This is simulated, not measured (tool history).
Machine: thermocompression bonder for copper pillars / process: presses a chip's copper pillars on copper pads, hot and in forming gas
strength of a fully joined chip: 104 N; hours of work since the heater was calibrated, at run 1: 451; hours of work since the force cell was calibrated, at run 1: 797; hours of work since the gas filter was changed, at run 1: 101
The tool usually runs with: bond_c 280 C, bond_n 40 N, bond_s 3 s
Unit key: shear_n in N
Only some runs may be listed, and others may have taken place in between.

run,day,bond_c,bond_n,bond_s,hours of work since the heater was calibrated,hours of work since the force cell was calibrated,hours of work since the gas filter was changed,shear_n
1,0,280,40,3,451,797,101,60.1
2,1.75,280,40,3,484,830,134,61.2
3,2.592,280,40,3,500,846,150,61.2
4,4.05,280,40,3,527,873,177,61.3
5,5.075,280,40,3,546,892,196,60.7
6,6.325,280,40,3,570,916,220,59.8
# day 6.762: heater calibrated with a thermocouple chip
7,7.975,280,40,3,23,945,249,60.9
8,9.888,280,40,3,59,981,285,59.9
9,11.396,280,40,6,87,1009,313,74
10,13.125,258,39,2,119,1042,346,42
# day 13.392: forming gas filter changed
11,13.996,258,28,3,135,1058,11,41
12,15.679,258,28,3,167,1089,43,39.5

Forecast run 13:
13,16.896,276,33,4,190,1112,66,?

Run 13 produced shear_n 57.8 N.
Were there no unlogged condition in the tool, this run, its random variation unchanged, would have produced shear_n 57.8 N.
